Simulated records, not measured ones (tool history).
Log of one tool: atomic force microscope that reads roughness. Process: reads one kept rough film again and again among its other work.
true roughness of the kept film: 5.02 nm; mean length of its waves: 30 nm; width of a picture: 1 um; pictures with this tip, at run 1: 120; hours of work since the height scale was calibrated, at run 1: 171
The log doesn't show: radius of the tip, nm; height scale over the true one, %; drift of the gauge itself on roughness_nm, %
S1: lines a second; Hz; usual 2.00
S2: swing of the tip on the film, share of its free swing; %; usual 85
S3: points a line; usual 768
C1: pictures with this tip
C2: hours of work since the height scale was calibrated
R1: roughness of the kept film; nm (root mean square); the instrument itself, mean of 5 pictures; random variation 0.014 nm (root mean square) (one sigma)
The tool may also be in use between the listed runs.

| run | hour | S1 | S2 | S3 | C1 | C2 | R1 |
|---|---|---|---|---|---|---|---|
| 1 | 0.0 | 2.00 | 85 | 768 | 120 | 171 | 2.684 |
| 2 | 23.5 | 2.00 | 85 | 768 | 144 | 182 | 2.550 |
| 3 | 41.4 | 2.00 | 85 | 768 | 162 | 190 | 2.483 |
| 4 | 57.1 | 2.00 | 85 | 768 | 178 | 197 | 2.424 |
| 5 | 69.0 | 2.00 | 85 | 768 | 191 | 203 | 2.369 |
| 6 | 86.7 | 2.00 | 85 | 333 | 209 | 211 | 2.282 |
| 7 | 105.1 | 2.00 | 85 | 768 | 228 | 220 | 2.251 |
|  | 107.4 | height scale calibrated on a step standard |
| 8 | 122.4 | 2.00 | 85 | 768 | 244 | 7 | 2.195 |
|  | 131.0 | new tip fitted |
| 9 | 136.9 | 2.00 | 85 | 768 | 6 | 13 | 3.361 |
| 10 | 147.8 | 2.00 | 85 | 768 | 17 | 19 | 3.262 |
| 11 | 172.0 | 2.00 | 85 | 768 | 42 | 30 | 3.124 |
| 12 | 197.9 | 2.00 | 85 | 768 | 68 | 42 | 2.914 |
|  | 215.9 | height scale calibrated on a step standard, once more |
| 13 | 215.9 | 2.00 | 85 | 768 | 86 | 0 | 2.854 |

Forecast each of these 4 alternatives for the next run:
| A | 237.1 | 2.00 | 84 | 277 | 108 | 10 | ? |
| B | 237.1 | 1.57 | 56 | 258 | 108 | 10 | ? |
| C | 237.1 | 3.58 | 85 | 768 | 108 | 10 | ? |
| D | 237.1 | 1.83 | 64 | 257 | 108 | 10 | ? |

| run | R1 |
|---|---|
| A | 2.723 |
| B | 3.159 |
| C | 2.433 |
| D | 3.055 |
Without the tool's hidden state the same runs would have given:
| run | R1 |
|---|---|
| A | 3.419 |
| B | 3.968 |
| C | 3.055 |
| D | 3.837 |
